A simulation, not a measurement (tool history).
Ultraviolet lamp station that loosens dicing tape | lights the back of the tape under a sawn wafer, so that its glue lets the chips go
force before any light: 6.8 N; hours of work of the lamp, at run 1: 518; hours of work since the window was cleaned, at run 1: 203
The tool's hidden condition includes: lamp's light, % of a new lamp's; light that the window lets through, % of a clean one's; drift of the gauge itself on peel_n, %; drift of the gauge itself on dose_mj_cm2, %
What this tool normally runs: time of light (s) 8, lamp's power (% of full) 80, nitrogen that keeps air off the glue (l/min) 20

| run | hour | time of light (s) | lamp's power (% of full) | nitrogen that keeps air off the glue (l/min) | hours of work of the lamp | hours of work since the window was cleaned | force that peels the tape off (N) | light that reached the tape (J/m2) |
|---|---|---|---|---|---|---|---|---|
| 1 | 0 | 8 | 80 | 20 | 518 | 203 | 0.187 | 4540 |
|  | 7.3 | window cleaned of glue's vapour |
| 2 | 24.7 | 8 | 80 | 20 | 537 | 13 | 0.174 | 4460 |
| 3 | 38.3 | 8 | 80 | 20 | 547 | 24 | 0.177 | 4480 |
| 4 | 64.5 | 8 | 80 | 20 | 567 | 44 | 0.169 | 4530 |
| 5 | 85.3 | 8 | 80 | 20 | 583 | 60 | 0.174 | 4500 |
| 6 | 100.7 | 6 | 80 | 20 | 595 | 71 | 0.37 | 3410 |
| 7 | 121.5 | 8 | 80 | 20 | 611 | 87 | 0.176 | 4520 |
| 8 | 141.9 | 11 | 99 | 38 | 626 | 103 | 0.067 | 7720 |

What will run 9 give?
| 9 | 167.7 | 7 | 84 | 13 | 646 | 123 | ? | ? |

Run 9 came out at force that peels the tape off (N) 0.313, light that reached the tape (J/m2) 4090.
On a tool with no hidden condition, and with the same random variation, this run would have come out at force that peels the tape off (N) 0.31, light that reached the tape (J/m2) 4100.
